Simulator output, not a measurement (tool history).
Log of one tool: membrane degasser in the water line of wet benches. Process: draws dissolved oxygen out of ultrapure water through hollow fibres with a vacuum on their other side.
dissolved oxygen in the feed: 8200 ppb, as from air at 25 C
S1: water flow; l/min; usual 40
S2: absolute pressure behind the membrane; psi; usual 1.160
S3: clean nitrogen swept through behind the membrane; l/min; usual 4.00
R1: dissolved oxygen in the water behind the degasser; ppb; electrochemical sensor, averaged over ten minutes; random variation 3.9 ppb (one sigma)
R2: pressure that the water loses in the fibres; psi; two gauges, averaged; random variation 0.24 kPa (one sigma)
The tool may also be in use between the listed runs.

Run 1, hour 0.0: usual settings. Result: R1 418.1 ppb, R2 9.552 psi.
Run 2, hour 57.3: usual settings but S1 34 l/min. Result: R1 289.2 ppb, R2 8.128 psi.
Run 3, hour 100.8: usual settings but S1 34 l/min. Result: R1 292.8 ppb, R2 8.086 psi.
Run 4, hour 163.6: usual settings but S1 34 l/min. Result: R1 290.5 ppb, R2 8.142 psi.
Run 5, hour 239.3: usual settings but S1 34 l/min. Result: R1 294.4 ppb, R2 8.121 psi.
Run 6, hour 280.8: usual settings but S2 2.506 psi. Result: R1 616.3 ppb, R2 9.545 psi.
Run 7, hour 322.5: usual settings. Result: R1 424.7 ppb, R2 9.549 psi.
Run 8, hour 396.3: usual settings. Result: R1 425.5 ppb, R2 9.583 psi.
Run 9, hour 429.1: usual settings. Result: R1 427.2 ppb, R2 9.542 psi.
Run 10, hour 505.2: usual settings but S3 4.47 l/min. Result: R1 420.1 ppb, R2 9.519 psi.
Run 11, hour 570.6: usual settings but S3 4.47 l/min. Result: R1 412.2 ppb, R2 9.590 psi.
Run 12, hour 645.6: usual settings but S3 4.47 l/min. Result: R1 415.0 ppb, R2 9.591 psi.
Run 13, hour 722.1: usual settings but S3 4.47 l/min. Result: R1 414.4 ppb, R2 9.604 psi.
Run 14, hour 792.4: usual settings but S3 2.15 l/min. Result: R1 508.1 ppb, R2 9.636 psi.
Run 15, hour 862.1: usual settings but S2 1.474 psi. Result: R1 472.5 ppb, R2 9.604 psi.
Run 16, hour 920.3: usual settings. Result: R1 431.9 ppb, R2 9.664 psi.
Run 17, hour 974.7: usual settings. Result: R1 428.7 ppb, R2 9.613 psi.
Run 18, hour 1027.5: usual settings but S1 28 l/min, S2 0.761 psi, S3 3.63 l/min. Result: R1 153.2 ppb, R2 6.693 psi.
Run 19, hour 1073.9: usual settings but S1 28 l/min, S2 1.344 psi, S3 3.63 l/min. Result: R1 222.8 ppb, R2 6.775 psi.
Run 20, hour 1122.6: usual settings but S1 56 l/min, S2 2.815 psi, S3 3.63 l/min. Result: R1 1160.2 ppb, R2 13.430 psi.
Run 21, hour 1180.1: usual settings but S2 1.239 psi, S3 11.30 l/min. Result: R1 362.2 ppb, R2 9.645 psi.
Run 22, hour 1217.1: usual settings but S2 1.214 psi, S3 6.81 l/min. Result: R1 398.3 ppb, R2 9.635 psi.
Run 23, hour 1262.2: usual settings but S1 28 l/min, S3 3.45 l/min. Result: R1 210.9 ppb, R2 6.721 psi.
Run 24, hour 1308.5: usual settings but S1 28 l/min, S2 0.888 psi, S3 8.95 l/min. Result: R1 136.6 ppb, R2 6.744 psi.
Run 25, hour 1384.0: usual settings but S1 28 l/min, S2 0.888 psi, S3 8.95 l/min. Result: R1 136.2 ppb, R2 6.762 psi.
Run 26, hour 1442.1: usual settings but S1 38 l/min, S2 1.492 psi. Result: R1 447.2 ppb, R2 9.233 psi.
At hour 1449.8: vacuum gauge calibrated.
Run 27, hour 1496.0: usual settings but S1 38 l/min, S2 1.492 psi, S3 5.18 l/min. Result: R1 400.8 ppb, R2 9.191 psi.
Run 28, hour 1570.2: usual settings but S1 34 l/min, S3 1.62 l/min. Result: R1 419.6 ppb, R2 8.244 psi.
Run 29, hour 1613.4: usual settings but S1 34 l/min, S3 1.62 l/min. Result: R1 420.8 ppb, R2 8.253 psi.
Run 30, hour 1682.0: usual settings but S1 34 l/min, S3 1.62 l/min. Result: R1 422.4 ppb, R2 8.263 psi.
At hour 1729.6: seals of the vacuum lines changed.
Run 31, hour 1730.7: usual settings but S1 59 l/min, S2 2.379 psi, S3 3.08 l/min. Result: R1 1220.4 ppb, R2 14.363 psi.
Run 32, hour 1803.7: usual settings but S1 44 l/min, S3 4.33 l/min. Result: R1 520.3 ppb, R2 10.723 psi.
Run 33, hour 1847.8: usual settings but S3 5.49 l/min. Result: R1 409.6 ppb, R2 9.771 psi.

3 ways to go on from here, each from the tool as it stands after run 33. What would each give?
Run A, hour 1886.9: usual settings but S2 1.178 psi, S3 5.49 l/min. Result: R1 ?, R2 ?.
Run B, hour 1886.9: usual settings but S1 48 l/min, S3 2.03 l/min. Result: R1 ?, R2 ?.
Run C, hour 1886.9: usual settings but S2 1.310 psi. Result: R1 ?, R2 ?.

run     R1      R2
  A  412.5   9.762
  B  725.6  11.613
  C  458.3   9.739
Without the tool's hidden state the same runs would have given:
run     R1      R2
  A  364.0   9.306
  B  661.5  11.069
  C  410.1   9.282

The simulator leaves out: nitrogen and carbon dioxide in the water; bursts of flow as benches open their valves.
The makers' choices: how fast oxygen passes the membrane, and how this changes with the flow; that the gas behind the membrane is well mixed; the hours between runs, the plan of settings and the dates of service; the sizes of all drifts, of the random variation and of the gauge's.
